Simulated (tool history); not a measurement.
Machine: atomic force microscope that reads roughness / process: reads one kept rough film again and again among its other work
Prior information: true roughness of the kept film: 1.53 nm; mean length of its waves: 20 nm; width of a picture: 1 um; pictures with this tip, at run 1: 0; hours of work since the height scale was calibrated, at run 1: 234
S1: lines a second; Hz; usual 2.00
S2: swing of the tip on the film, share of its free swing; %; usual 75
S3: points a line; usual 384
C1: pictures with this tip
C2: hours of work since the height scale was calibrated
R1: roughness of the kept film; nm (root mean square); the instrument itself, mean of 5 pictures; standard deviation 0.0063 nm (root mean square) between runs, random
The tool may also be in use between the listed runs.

run	hour	S1	S2	S3	C1	C2	R1
1	0.0	2.00	75	384	0	234	1.205
2	13.7	2.00	75	384	15	240	1.202
3	41.6	2.00	75	384	46	252	1.176
4	69.5	0.70	75	384	76	264	1.233
5	87.9	0.70	75	384	97	272	1.235
6	114.5	0.70	62	384	126	284	1.250
7	128.7	0.70	62	384	141	290	1.239
8	157.8	0.70	62	384	173	303	1.215
9	181.7	2.13	75	384	200	313	1.091
10	199.8	0.63	75	384	220	321	1.188

Forecast run 11:
11	227.1	1.45	57	1010	250	333	?

For run 11 the tool returned R1 1.191 nm (root mean square).
With no hidden state in the tool, this same run would have given R1 1.340 nm (root mean square).
